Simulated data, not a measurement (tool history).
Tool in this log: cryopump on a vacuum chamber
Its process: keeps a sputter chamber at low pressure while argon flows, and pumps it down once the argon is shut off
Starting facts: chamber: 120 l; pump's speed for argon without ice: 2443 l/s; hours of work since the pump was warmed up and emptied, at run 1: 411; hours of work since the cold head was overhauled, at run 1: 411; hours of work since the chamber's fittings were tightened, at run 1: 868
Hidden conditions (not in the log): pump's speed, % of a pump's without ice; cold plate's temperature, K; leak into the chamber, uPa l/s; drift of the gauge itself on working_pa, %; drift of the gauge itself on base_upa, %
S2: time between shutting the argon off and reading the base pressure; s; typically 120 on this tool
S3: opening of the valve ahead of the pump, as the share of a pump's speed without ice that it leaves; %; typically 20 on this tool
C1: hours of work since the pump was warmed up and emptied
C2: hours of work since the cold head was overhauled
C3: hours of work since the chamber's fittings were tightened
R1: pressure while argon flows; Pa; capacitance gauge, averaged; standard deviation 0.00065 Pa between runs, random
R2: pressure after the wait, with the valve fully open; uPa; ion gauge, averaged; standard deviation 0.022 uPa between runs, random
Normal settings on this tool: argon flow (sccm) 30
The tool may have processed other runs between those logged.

run 1 hour=0 | argon_flow_(sccm)=30 S2=120 S3=20 | C1=411 C2=411 C3=868 | R1=0.1074 R2=2.05
run 2 hour=22.9 | argon_flow_(sccm)=30 S2=120 S3=20 | C1=431 C2=431 C3=888 | R1=0.1086 R2=2.1
run 3 hour=41.4 | argon_flow_(sccm)=30 S2=120 S3=20 | C1=448 C2=448 C3=905 | R1=0.1092 R2=2.06
run 4 hour=69.7 | argon_flow_(sccm)=30 S2=120 S3=20 | C1=473 C2=473 C3=930 | R1=0.108 R2=2.17
run 5 hour=96.8 | argon_flow_(sccm)=30 S2=120 S3=20 | C1=497 C2=497 C3=954 | R1=0.1088 R2=2.21
run 6 hour=125.1 | argon_flow_(sccm)=30 S2=120 S3=20 | C1=522 C2=522 C3=980 | R1=0.109 R2=2.33
run 7 hour=148.9 | argon_flow_(sccm)=30 S2=120 S3=20 | C1=544 C2=544 C3=1001 | R1=0.1103 R2=2.31
run 8 hour=179.2 | argon_flow_(sccm)=30 S2=120 S3=20 | C1=571 C2=571 C3=1028 | R1=0.1093 R2=2.41
run 9 hour=194.4 | argon_flow_(sccm)=30 S2=120 S3=20 | C1=584 C2=584 C3=1042 | R1=0.1103 R2=2.39
run 10 hour=212.5 | argon_flow_(sccm)=30 S2=120 S3=20 | C1=601 C2=601 C3=1058 | R1=0.1095 R2=2.47
run 11 hour=238.3 | argon_flow_(sccm)=30 S2=120 S3=20 | C1=624 C2=624 C3=1081 | R1=0.1108 R2=2.62
run 12 hour=259 | argon_flow_(sccm)=30 S2=120 S3=20 | C1=642 C2=642 C3=1100 | R1=0.109 R2=2.57
run 13 hour=282.3 | argon_flow_(sccm)=30 S2=120 S3=20 | C1=663 C2=663 C3=1120 | R1=0.1098 R2=2.64
-- hour=305.6 leaking fittings of the chamber tightened, without venting
run 14 hour=307.9 | argon_flow_(sccm)=30 S2=120 S3=20 | C1=684 C2=684 C3=2 | R1=0.1115 R2=0.7
run 15 hour=325.9 | argon_flow_(sccm)=30 S2=120 S3=20 | C1=700 C2=700 C3=18 | R1=0.1095 R2=0.67
run 16 hour=341.5 | argon_flow_(sccm)=30 S2=120 S3=20 | C1=714 C2=714 C3=32 | R1=0.1107 R2=0.76
run 17 hour=359 | argon_flow_(sccm)=30 S2=120 S3=20 | C1=730 C2=730 C3=48 | R1=0.1106 R2=0.77
run 18 hour=375 | argon_flow_(sccm)=22 S2=227 S3=27 | C1=744 C2=744 C3=62 | R1=0.0617 R2=0.57
run 19 hour=400.5 | argon_flow_(sccm)=22 S2=227 S3=27 | C1=767 C2=767 C3=85 | R1=0.0617 R2=0.62
run 20 hour=428.2 | argon_flow_(sccm)=22 S2=156 S3=27 | C1=792 C2=792 C3=110 | R1=0.0628 R2=0.77
run 21 hour=446.8 | argon_flow_(sccm)=45 S2=156 S3=27 | C1=808 C2=808 C3=126 | R1=0.1275 R2=0.82
run 22 hour=462.6 | argon_flow_(sccm)=22 S2=36 S3=48 | C1=823 C2=823 C3=140 | R1=0.0382 R2=2.06
run 23 hour=487.2 | argon_flow_(sccm)=22 S2=36 S3=48 | C1=845 C2=845 C3=162 | R1=0.0386 R2=2.14
run 24 hour=509.3 | argon_flow_(sccm)=19 S2=82 S3=17 | C1=864 C2=864 C3=182 | R1=0.0836 R2=1.28
run 25 hour=526.1 | argon_flow_(sccm)=19 S2=22 S3=17 | C1=879 C2=879 C3=197 | R1=0.0842 R2=3.22
run 26 hour=546.5 | argon_flow_(sccm)=33 S2=44 S3=16 | C1=898 C2=898 C3=215 | R1=0.1526 R2=1.93
run 27 hour=562.1 | argon_flow_(sccm)=33 S2=217 S3=54 | C1=912 C2=912 C3=229 | R1=0.054 R2=0.92
-- hour=570 pump warmed up, emptied and cooled again
run 28 hour=597 | argon_flow_(sccm)=49 S2=48 S3=25 | C1=24 C2=938 C3=256 | R1=0.1377 R2=1.74
run 29 hour=618.5 | argon_flow_(sccm)=13 S2=72 S3=58 | C1=43 C2=958 C3=275 | R1=0.0156 R2=1.4
run 30 hour=635.8 | argon_flow_(sccm)=13 S2=72 S3=58 | C1=59 C2=973 C3=291 | R1=0.0164 R2=1.33
run 31 hour=664.5 | argon_flow_(sccm)=13 S2=98 S3=20 | C1=84 C2=999 C3=316 | R1=0.0465 R2=1.18
run 32 hour=685.3 | argon_flow_(sccm)=30 S2=120 S3=37 | C1=103 C2=1017 C3=335 | R1=0.0565 R2=1.1
run 33 hour=705.2 | argon_flow_(sccm)=30 S2=120 S3=37 | C1=121 C2=1035 C3=353 | R1=0.058 R2=1.13
run 34 hour=725.3 | argon_flow_(sccm)=13 S2=120 S3=17 | C1=139 C2=1053 C3=371 | R1=0.0535 R2=1.12

How the hidden state differs across the entries between the runs, from the last listed run before each to the first after it:
Runs 13 to 14: leaking fittings of the chamber tightened, without venting (hour 305.6)
  pump's speed, % of a pump's without ice: 76.5 -> 75.8; cold plate's temperature, K: 12.3 -> 12.31; leak into the chamber, uPa l/s: 4038 -> 333
  measured minus no-state result, R1: +0.0066 -> +0.0068 Pa; R2: +2.04 -> +0.06 uPa
Runs 27 to 28: pump warmed up, emptied and cooled again (hour 570)
  pump's speed, % of a pump's without ice: 68 -> 99.1; cold plate's temperature, K: 12.4 -> 12.41; leak into the chamber, uPa l/s: 1082 -> 1162
  measured minus no-state result, R1: +0.011 -> +0.0006 Pa; R2: +0.53 -> +0.36 uPa
